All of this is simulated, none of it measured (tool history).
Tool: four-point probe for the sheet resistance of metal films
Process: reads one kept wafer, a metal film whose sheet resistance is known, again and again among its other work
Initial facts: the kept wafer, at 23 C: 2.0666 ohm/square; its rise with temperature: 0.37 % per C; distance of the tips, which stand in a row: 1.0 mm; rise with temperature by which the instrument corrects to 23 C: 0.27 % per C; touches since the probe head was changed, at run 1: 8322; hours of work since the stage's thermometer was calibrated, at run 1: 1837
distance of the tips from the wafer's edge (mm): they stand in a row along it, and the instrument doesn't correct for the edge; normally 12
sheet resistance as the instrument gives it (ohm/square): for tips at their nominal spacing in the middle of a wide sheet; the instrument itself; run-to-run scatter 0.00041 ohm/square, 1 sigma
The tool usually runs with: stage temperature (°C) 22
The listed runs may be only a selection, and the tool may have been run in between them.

run	hour	stage temperature (°C)	distance of the tips from the wafer's edge (mm)	touches since the probe head was changed	hours of work since the stage's thermometer was calibrated	sheet resistance as the instrument gives it (ohm/square)
1	0.0	22	12	8322	1837	2.068261
2	35.2	22	15	8749	1854	2.066526
3	53.5	22	15	8971	1862	2.065688
4	92.3	22	3	9442	1881	2.176986
5	124.2	22	3	9828	1896	2.176393
6	162.2	22	12	10289	1913	2.068457
7	196.9	22	12	10711	1930	2.069026
8	240.8	21	12	11243	1950	2.066236
9	274.9	21	12	11657	1966	2.066788
10	313.9	21	12	12130	1984	2.066238
11	333.0	21	12	12361	1993	2.066307
12	353.6	22	12	12611	2003	2.067906
13	389.4	22	22	13045	2020	2.061773
14	431.3	22	22	13553	2040	2.062767
15	463.8	22	22	13948	2055	2.061901
16	485.3	22	22	14208	2065	2.061871
17	520.5	22	22	14636	2081	2.062267
18	547.8	21	33	14967	2094	2.058254
19	589.9	21	33	15477	2114	2.058480
20	623.3	23	12	15882	2130	2.068464
21	655.1	29	32	16268	2145	2.075148
22	682.3	25	5	16598	2157	2.110423
23	725.9	24	64	17127	2178	2.064097
24	746.9	24	64	17381	2188	2.064752
25	789.3	24	64	17896	2208	2.064091
26	807.4	19	60	18115	2216	2.053216
27	829.8	19	60	18386	2226	2.053306
28	856.3	34	4	18708	2239	2.152491
29	898.8	30	45	19224	2259	2.075865
30	938.2	22	13	19702	2277	2.065442
31	966.6	22	13	20046	2291	2.065837
32	1006.0	22	13	20523	2309	2.065423
33	1036.8	26	4	20898	2324	2.134217

What if the next run were any one of these 3? Each begins from the tool's condition after run 33:
A	1075.6	25	50	21367	2342	?
B	1075.6	22	18	21367	2342	?
C	1075.6	23	40	21367	2342	?

run	sheet resistance as the instrument gives it (ohm/square)
A	2.065920
B	2.061942
C	2.060831
Without the tool's hidden state the same runs would have given:
run	sheet resistance as the instrument gives it (ohm/square)
A	2.071634
B	2.067672
C	2.066549
